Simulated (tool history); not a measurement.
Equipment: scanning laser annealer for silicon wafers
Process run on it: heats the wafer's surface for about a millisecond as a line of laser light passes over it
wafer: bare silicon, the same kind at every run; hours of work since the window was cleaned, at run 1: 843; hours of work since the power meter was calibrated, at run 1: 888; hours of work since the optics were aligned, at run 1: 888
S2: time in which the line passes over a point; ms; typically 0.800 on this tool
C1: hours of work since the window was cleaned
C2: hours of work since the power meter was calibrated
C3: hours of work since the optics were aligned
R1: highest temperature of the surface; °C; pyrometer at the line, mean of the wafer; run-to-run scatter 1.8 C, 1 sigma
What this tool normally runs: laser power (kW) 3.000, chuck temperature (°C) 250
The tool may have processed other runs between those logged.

run 1 hour=0.0 | laser_power_(kW)=3.000 S2=0.800 chuck_temperature_(°C)=250 | C1=843 C2=888 C3=888 | R1=1018
-- hour=14.3 window over the wafer cleaned
run 2 hour=58.5 | laser_power_(kW)=3.000 S2=0.986 chuck_temperature_(°C)=250 | C1=19 C2=912 C3=912 | R1=1103
run 3 hour=116.9 | laser_power_(kW)=3.000 S2=0.986 chuck_temperature_(°C)=250 | C1=43 C2=936 C3=936 | R1=1100
run 4 hour=151.5 | laser_power_(kW)=3.000 S2=0.800 chuck_temperature_(°C)=250 | C1=58 C2=951 C3=951 | R1=1003
run 5 hour=203.5 | laser_power_(kW)=3.000 S2=0.800 chuck_temperature_(°C)=250 | C1=80 C2=973 C3=973 | R1=1003
-- hour=219.2 window over the wafer cleaned, once more
run 6 hour=240.1 | laser_power_(kW)=3.000 S2=0.800 chuck_temperature_(°C)=250 | C1=9 C2=987 C3=987 | R1=1061
run 7 hour=295.2 | laser_power_(kW)=3.000 S2=0.800 chuck_temperature_(°C)=250 | C1=32 C2=1011 C3=1011 | R1=1058
run 8 hour=361.4 | laser_power_(kW)=2.607 S2=0.800 chuck_temperature_(°C)=250 | C1=60 C2=1038 C3=1038 | R1=953
run 9 hour=394.0 | laser_power_(kW)=2.641 S2=0.800 chuck_temperature_(°C)=250 | C1=74 C2=1052 C3=1052 | R1=960
run 10 hour=432.5 | laser_power_(kW)=2.641 S2=0.800 chuck_temperature_(°C)=250 | C1=90 C2=1068 C3=1068 | R1=961
run 11 hour=501.2 | laser_power_(kW)=2.730 S2=0.800 chuck_temperature_(°C)=250 | C1=119 C2=1097 C3=1097 | R1=982
run 12 hour=542.2 | laser_power_(kW)=2.730 S2=0.800 chuck_temperature_(°C)=250 | C1=136 C2=1115 C3=1115 | R1=982
run 13 hour=573.1 | laser_power_(kW)=3.000 S2=0.800 chuck_temperature_(°C)=250 | C1=149 C2=1128 C3=1128 | R1=1052
run 14 hour=616.4 | laser_power_(kW)=3.000 S2=0.800 chuck_temperature_(°C)=250 | C1=167 C2=1146 C3=1146 | R1=1052
run 15 hour=651.4 | laser_power_(kW)=3.000 S2=0.800 chuck_temperature_(°C)=250 | C1=182 C2=1161 C3=1161 | R1=1052
run 16 hour=696.1 | laser_power_(kW)=3.000 S2=0.800 chuck_temperature_(°C)=250 | C1=201 C2=1180 C3=1180 | R1=1052
run 17 hour=734.9 | laser_power_(kW)=2.954 S2=0.756 chuck_temperature_(°C)=250 | C1=217 C2=1196 C3=1196 | R1=1010
run 18 hour=773.4 | laser_power_(kW)=2.954 S2=0.756 chuck_temperature_(°C)=250 | C1=234 C2=1212 C3=1212 | R1=1011
run 19 hour=820.0 | laser_power_(kW)=2.954 S2=0.756 chuck_temperature_(°C)=250 | C1=253 C2=1232 C3=1232 | R1=1006
run 20 hour=852.9 | laser_power_(kW)=3.173 S2=0.756 chuck_temperature_(°C)=252 | C1=267 C2=1246 C3=1246 | R1=1065
run 21 hour=922.9 | laser_power_(kW)=3.000 S2=0.598 chuck_temperature_(°C)=242 | C1=297 C2=1275 C3=1275 | R1=910
run 22 hour=968.0 | laser_power_(kW)=2.822 S2=0.655 chuck_temperature_(°C)=268 | C1=316 C2=1294 C3=1294 | R1=931
run 23 hour=1032.7 | laser_power_(kW)=2.822 S2=0.655 chuck_temperature_(°C)=268 | C1=343 C2=1321 C3=1321 | R1=932
run 24 hour=1086.0 | laser_power_(kW)=2.822 S2=0.655 chuck_temperature_(°C)=268 | C1=365 C2=1344 C3=1344 | R1=927
run 25 hour=1152.7 | laser_power_(kW)=2.854 S2=0.959 chuck_temperature_(°C)=276 | C1=393 C2=1372 C3=1372 | R1=1113
run 26 hour=1216.1 | laser_power_(kW)=2.608 S2=0.800 chuck_temperature_(°C)=250 | C1=420 C2=1399 C3=1399 | R1=933
-- hour=1282.5 optics aligned, line set to its width
run 27 hour=1290.1 | laser_power_(kW)=3.012 S2=0.865 chuck_temperature_(°C)=278 | C1=449 C2=1428 C3=3 | R1=1112
run 28 hour=1336.0 | laser_power_(kW)=2.912 S2=0.974 chuck_temperature_(°C)=283 | C1=469 C2=1447 C3=23 | R1=1151

Below are 4 alternative next runs, each starting from the tool's condition after run 28. Predict each:
run A hour=1382.0 | laser_power_(kW)=2.912 S2=0.660 chuck_temperature_(°C)=283 | C1=488 C2=1466 C3=42 | R1=?
run B hour=1382.0 | laser_power_(kW)=2.912 S2=0.923 chuck_temperature_(°C)=283 | C1=488 C2=1466 C3=42 | R1=?
run C hour=1382.0 | laser_power_(kW)=3.000 S2=0.692 chuck_temperature_(°C)=250 | C1=488 C2=1466 C3=42 | R1=?
run D hour=1382.0 | laser_power_(kW)=2.992 S2=0.669 chuck_temperature_(°C)=251 | C1=488 C2=1466 C3=42 | R1=?

run=A R1=971
run=B R1=1116
run=C R1=975
run=D R1=960
The same runs, with their run-to-run variation unchanged, on a tool lacking any hidden condition would have given:
run=A R1=997
run=B R1=1149
run=C R1=1003
run=D R1=987
